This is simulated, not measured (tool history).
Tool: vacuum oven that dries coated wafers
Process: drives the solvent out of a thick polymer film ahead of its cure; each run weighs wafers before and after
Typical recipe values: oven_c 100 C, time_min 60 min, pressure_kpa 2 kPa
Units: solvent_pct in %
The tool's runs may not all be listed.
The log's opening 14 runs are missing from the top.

| run | hour | oven_c | time_min | pressure_kpa | hours of work since the thermocouples were calibrated | hours of work since the vacuum gauge was cleaned of residue | solvent_pct |
|---|---|---|---|---|---|---|---|
| 15 | 555.9 | 100 | 60 | 2 | 23 | 938 | 2.81 |
| 16 | 604.5 | 100 | 60 | 2 | 45 | 960 | 2.81 |
| 17 | 632.5 | 100 | 60 | 7.55 | 57 | 973 | 4.45 |
| 18 | 674.3 | 100 | 51 | 7.55 | 76 | 991 | 4.94 |
| 19 | 704.2 | 94 | 60 | 2 | 89 | 1004 | 3.83 |
| 20 | 742.3 | 94 | 60 | 2 | 106 | 1021 | 3.83 |
| 21 | 766 | 95 | 83 | 7.45 | 117 | 1032 | 4.67 |
| 22 | 819.6 | 95 | 83 | 7.45 | 141 | 1056 | 4.62 |
| 23 | 873.4 | 112 | 60 | 2 | 165 | 1080 | 1.3 |
| 24 | 897.8 | 101 | 60 | 3.66 | 175 | 1091 | 3.13 |
| 25 | 923.2 | 97 | 33 | 1.21 | 187 | 1102 | 5.16 |
| 26 | 952.5 | 95 | 44 | 2.86 | 200 | 1115 | 4.95 |
| 27 | 977.8 | 95 | 44 | 2.86 | 211 | 1126 | 4.93 |
| 28 | 1028.3 | 100 | 60 | 2.7 | 234 | 1149 | 3 |
| 29 | 1069.2 | 100 | 60 | 2.7 | 252 | 1167 | 2.96 |
| 30 | 1117.6 | 106 | 67 | 5.02 | 273 | 1189 | 2.45 |
| 31 | 1147.4 | 106 | 38 | 1.17 | 287 | 1202 | 3.11 |
| 32 | 1202.4 | 106 | 38 | 1.17 | 311 | 1226 | 3.14 |
| 33 | 1235.1 | 102 | 46 | 2.43 | 326 | 1241 | 3.42 |
| 34 | 1274.3 | 92 | 46 | 3.5 | 343 | 1258 | 5.52 |
| 35 | 1302.1 | 100 | 34 | 2 | 355 | 1271 | 4.66 |

Alternative continuations, all from the tool just after run 35; predict every row:
| A | 1348.4 | 100 | 66 | 2 | 376 | 1291 | ? |
| B | 1348.4 | 105 | 60 | 2.46 | 376 | 1291 | ? |
| C | 1348.4 | 100 | 101 | 4.41 | 376 | 1291 | ? |
| D | 1348.4 | 108 | 73 | 3.11 | 376 | 1291 | ? |
| E | 1348.4 | 110 | 34 | 2 | 376 | 1291 | ? |

| run | solvent_pct |
|---|---|
| A | 2.43 |
| B | 2.15 |
| C | 2.31 |
| D | 1.59 |
| E | 3.04 |
With the hidden condition removed and each run's random variation left untouched, the same runs would have given:
| run | solvent_pct |
|---|---|
| A | 2.33 |
| B | 2.07 |
| C | 2.17 |
| D | 1.5 |
| E | 3 |

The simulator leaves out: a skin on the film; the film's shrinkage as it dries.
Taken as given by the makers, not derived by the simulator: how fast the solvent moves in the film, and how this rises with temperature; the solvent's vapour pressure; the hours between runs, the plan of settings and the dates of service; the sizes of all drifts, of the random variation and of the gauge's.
